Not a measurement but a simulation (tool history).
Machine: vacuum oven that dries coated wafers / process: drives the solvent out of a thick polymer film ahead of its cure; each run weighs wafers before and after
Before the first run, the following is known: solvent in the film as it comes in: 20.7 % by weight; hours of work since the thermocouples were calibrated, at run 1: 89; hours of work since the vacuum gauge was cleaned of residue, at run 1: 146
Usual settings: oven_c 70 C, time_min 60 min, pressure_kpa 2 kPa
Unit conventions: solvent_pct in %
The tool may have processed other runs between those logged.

run     day  oven_c  time_min  pressure_kpa  hours of work since the thermocouples were calibrated  hours of work since the vacuum gauge was cleaned of residue  solvent_pct
  1       0      70        60             2                                                     89                                                          146         3.37
  2   0.592      64        60             2                                                     97                                                          154         5.28
  3   1.154      64        42             2                                                    105                                                          162         7.16
  4   1.679      64        42             2                                                    112                                                          169         6.62
  5   2.492      70        93             2                                                    124                                                          181         2.86
  6   2.967      70        93             2                                                    130                                                          187          2.9
  7   3.725      70        93             2                                                    141                                                          198         2.83
  8   4.267      70        32             2                                                    148                                                          206          5.5
  9   4.667      70        32             2                                                    154                                                          211         5.38
 10   5.192      70        51             2                                                    161                                                          219         3.77
 11   5.867      70        33             2                                                    171                                                          228         5.24
 12   6.512      70        33             2                                                    180                                                          237         5.14
 13    7.15      70        33             2                                                    189                                                          246         5.25
 14   7.554      70        33             2                                                    195                                                          252         5.31
 15   7.933      70        33             2                                                    200                                                          257         5.21
      8.058  -- vacuum gauge cleaned of residue and calibrated
 16   8.342      70        60          5.57                                                    205                                                            4         7.94
 17   9.096      70        60          5.57                                                    215                                                           15         8.06
 18   9.629      70        60          5.57                                                    223                                                           22         7.91
 19  10.054      70        60          5.57                                                    229                                                           28            8
 20  10.554      70        60          5.57                                                    236                                                           35          8.1
 21    11.2      70        71          1.24                                                    245                                                           44         2.11
 22  11.629      70        71          1.24                                                    251                                                           50         2.12
 23  12.379      70        71          1.24                                                    261                                                           61         2.17
     12.588  -- vacuum gauge cleaned of residue and calibrated, once more
 24  12.929      70        71          1.24                                                    268                                                            5         1.87
 25  13.517      76        78          1.49                                                    276                                                           13         1.64
 26  13.908      70        60           3.8                                                    282                                                           19         5.58
 27  14.575      77        87          1.68                                                    291                                                           28         1.64
 28  15.367      73        84          5.37                                                    302                                                           39          6.3
 29  16.021      81        35          2.26                                                    311                                                           48          2.2
 30  16.783      70        60          4.81                                                    322                                                           59         6.86
 31  17.146      70        60          2.12                                                    327                                                           64         3.31

What differs in the tool's unlogged condition from the final listed run ahead of each entry between runs to the first listed run following it?
In the gap between runs 15 and 16: vacuum gauge cleaned of residue and calibrated (day 8.058)
  true wafer temperature over the reading, C: 0.08 -> 0.09; true pressure over the reading, kPa: 0.07 -> 0.086
  measured result minus the result with no hidden state, solvent_pct: +0.05 -> +0.07 %
In the gap between runs 23 and 24: vacuum gauge cleaned of residue and calibrated, once more (day 12.588)
  true wafer temperature over the reading, C: 0.16 -> 0.17; true pressure over the reading, kPa: 0.103 -> -0.011
  measured result minus the result with no hidden state, solvent_pct: +0.11 -> -0.04 %

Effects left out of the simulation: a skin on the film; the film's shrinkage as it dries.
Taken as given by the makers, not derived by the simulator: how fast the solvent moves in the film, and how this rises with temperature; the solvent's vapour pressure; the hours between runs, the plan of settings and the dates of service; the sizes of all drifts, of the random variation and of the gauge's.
